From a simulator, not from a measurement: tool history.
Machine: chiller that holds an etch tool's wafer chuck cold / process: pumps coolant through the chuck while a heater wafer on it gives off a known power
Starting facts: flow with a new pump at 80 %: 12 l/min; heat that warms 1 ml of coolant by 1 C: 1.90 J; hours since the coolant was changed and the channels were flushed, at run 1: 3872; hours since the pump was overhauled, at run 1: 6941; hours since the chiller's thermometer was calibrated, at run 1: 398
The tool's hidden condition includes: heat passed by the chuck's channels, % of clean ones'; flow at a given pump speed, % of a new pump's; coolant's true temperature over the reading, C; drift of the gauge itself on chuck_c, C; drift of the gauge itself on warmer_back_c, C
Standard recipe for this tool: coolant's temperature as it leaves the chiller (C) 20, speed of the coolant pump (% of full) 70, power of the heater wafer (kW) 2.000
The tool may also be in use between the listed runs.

run    hour  coolant's temperature as it leaves the chiller (C)  speed of the coolant pump (% of full)  power of the heater wafer (kW)  hours since the coolant was changed and the channels were flushed  hours since the pump was overhauled  hours since the chiller's thermometer was calibrated  chuck's temperature once it has settled (C)  how much warmer the coolant comes back (C)
  1     0.0                                                  20                                     70                           2.000                                                               3872                                 6941                                                   398                                         39.7                                        6.68
  2   164.7                                                  20                                     70                           2.000                                                               4037                                 7106                                                   563                                         39.8                                        6.71
  3   249.6                                                  20                                     70                           2.000                                                               4122                                 7191                                                   648                                         39.9                                        6.64
  4   377.0                                                  20                                     70                           2.000                                                               4249                                 7318                                                   775                                         39.9                                        6.72
  5   500.5                                                  20                                     70                           2.000                                                               4373                                 7442                                                   899                                         40.0                                        6.67
  6   676.9                                                  20                                     70                           1.640                                                               4549                                 7618                                                  1075                                         36.4                                        5.54
  7   766.0                                                  20                                     70                           1.640                                                               4638                                 7707                                                  1164                                         36.6                                        5.51
  8   937.5                                                  20                                     70                           1.640                                                               4810                                 7879                                                  1336                                         36.6                                        5.52
  9  1100.1                                                  20                                     70                           2.000                                                               4972                                 8041                                                  1498                                         40.3                                        6.70
 10  1213.0                                                  20                                     70                           2.000                                                               5085                                 8154                                                  1611                                         40.5                                        6.76
 11  1347.4                                                  20                                     70                           2.000                                                               5220                                 8289                                                  1746                                         40.5                                        6.76
     1360.1  -- chiller's thermometer calibrated
 12  1523.3                                                  20                                     64                           2.001                                                               5395                                 8464                                                   163                                         42.0                                        7.47
 13  1668.0                                                  13                                     64                           1.239                                                               5539                                 8608                                                   308                                         26.7                                        4.65
 14  1856.0                                                  13                                     64                           1.239                                                               5727                                 8796                                                   496                                         26.6                                        4.67
 15  1940.6                                                  13                                     63                           1.239                                                               5812                                 8881                                                   581                                         26.8                                        4.74
     2008.2  -- coolant changed, channels flushed
     2024.7  -- coolant pump overhauled
 16  2042.8                                                  13                                     63                           1.239                                                                 30                                   18                                                   672                                         24.6                                        4.31
 17  2201.8                                                  14                                     79                           1.203                                                                189                                  177                                                   831                                         23.6                                        3.26

3 ways to go on from here, each from the tool as it stands after run 17. What would each give?
  A  2288.8                                                  12                                     70                           1.440                                                                276                                  264                                                   918                                            ?                                           ?
  B  2288.8                                                  13                                     79                           1.203                                                                276                                  264                                                   918                                            ?                                           ?
  C  2288.8                                                  20                                     70                           2.607                                                                276                                  264                                                   918                                            ?                                           ?

run  chuck's temperature once it has settled (C)  how much warmer the coolant comes back (C)
  A                                         24.5                                        4.47
  B                                         22.5                                        3.29
  C                                         42.9                                        8.05
With no hidden state in the tool, these same runs would have given:
run  chuck's temperature once it has settled (C)  how much warmer the coolant comes back (C)
  A                                         24.5                                        4.43
  B                                         22.6                                        3.26
  C                                         42.8                                        7.97

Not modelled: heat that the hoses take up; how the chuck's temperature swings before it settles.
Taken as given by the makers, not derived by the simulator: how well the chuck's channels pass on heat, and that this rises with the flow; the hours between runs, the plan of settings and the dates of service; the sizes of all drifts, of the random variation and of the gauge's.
